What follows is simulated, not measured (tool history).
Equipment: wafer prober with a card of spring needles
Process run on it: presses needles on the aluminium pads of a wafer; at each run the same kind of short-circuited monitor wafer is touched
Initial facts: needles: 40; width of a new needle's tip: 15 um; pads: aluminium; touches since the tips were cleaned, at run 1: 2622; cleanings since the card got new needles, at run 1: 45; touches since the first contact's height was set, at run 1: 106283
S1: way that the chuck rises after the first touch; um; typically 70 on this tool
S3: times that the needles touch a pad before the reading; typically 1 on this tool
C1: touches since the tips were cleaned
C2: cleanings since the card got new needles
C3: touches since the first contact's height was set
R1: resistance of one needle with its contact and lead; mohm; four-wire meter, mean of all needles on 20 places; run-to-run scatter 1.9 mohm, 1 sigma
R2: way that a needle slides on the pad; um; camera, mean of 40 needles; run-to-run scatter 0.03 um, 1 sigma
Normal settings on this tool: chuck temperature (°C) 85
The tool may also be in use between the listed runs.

run 1 day=0 | S1=70 chuck_temperature_(°C)=85 S3=1 | C1=2622 C2=45 C3=106283 | R1=205 R2=14.66
-- day=0.446 tips cleaned on abrasive film
-- day=1.579 tips cleaned on abrasive film
run 2 day=2.271 | S1=70 chuck_temperature_(°C)=85 S3=1 | C1=3034 C2=47 C3=116167 | R1=205 R2=14.65
-- day=2.733 tips cleaned on abrasive film
-- day=3.775 tips cleaned on abrasive film
run 3 day=4.108 | S1=70 chuck_temperature_(°C)=40 S3=1 | C1=1467 C2=49 C3=124149 | R1=197 R2=14.71
-- day=4.954 tips cleaned on abrasive film
-- day=5.346 height of the first contact set anew
run 4 day=5.662 | S1=70 chuck_temperature_(°C)=40 S3=1 | C1=3030 C2=50 C3=1379 | R1=194 R2=14.71
-- day=6.083 tips cleaned on abrasive film
run 5 day=6.733 | S1=70 chuck_temperature_(°C)=40 S3=1 | C1=2845 C2=51 C3=6048 | R1=193 R2=14.69
-- day=7.233 tips cleaned on abrasive film
-- day=8.358 tips cleaned on abrasive film
run 6 day=8.379 | S1=70 chuck_temperature_(°C)=115 S3=1 | C1=90 C2=53 C3=13188 | R1=208 R2=14.67
-- day=9.396 tips cleaned on abrasive film
run 7 day=10.25 | S1=70 chuck_temperature_(°C)=115 S3=1 | C1=3741 C2=54 C3=21346 | R1=209 R2=14.8
-- day=10.438 tips cleaned on abrasive film
-- day=11.625 tips cleaned on abrasive film
run 8 day=12.175 | S1=70 chuck_temperature_(°C)=115 S3=1 | C1=2406 C2=56 C3=29711 | R1=211 R2=14.77
-- day=12.683 tips cleaned on abrasive film
run 9 day=13.7 | S1=70 chuck_temperature_(°C)=115 S3=1 | C1=4433 C2=57 C3=36348 | R1=212 R2=14.77
-- day=13.908 tips cleaned on abrasive film
run 10 day=14.879 | S1=70 chuck_temperature_(°C)=115 S3=1 | C1=4254 C2=58 C3=41486 | R1=213 R2=14.8
-- day=14.996 tips cleaned on abrasive film
-- day=16.088 tips cleaned on abrasive film
run 11 day=16.4 | S1=70 chuck_temperature_(°C)=115 S3=1 | C1=1363 C2=60 C3=48078 | R1=208 R2=14.77
-- day=17.133 tips cleaned on abrasive film
-- day=18.262 tips cleaned on abrasive film
run 12 day=18.621 | S1=70 chuck_temperature_(°C)=115 S3=1 | C1=1570 C2=62 C3=57744 | R1=206 R2=14.86

The next listed run, before its measurement:
-- day=19.392 tips cleaned on abrasive film
run 13 day=20.221 | S1=79 chuck_temperature_(°C)=103 S3=3 | C1=3627 C2=63 C3=64711 | R1=? R2=?

R1: 206 mohm
R2: 16.7 um
If the tool had no hidden condition, the same run with the same run-to-run variation would have returned R1 206 mohm, R2 16.57 um.
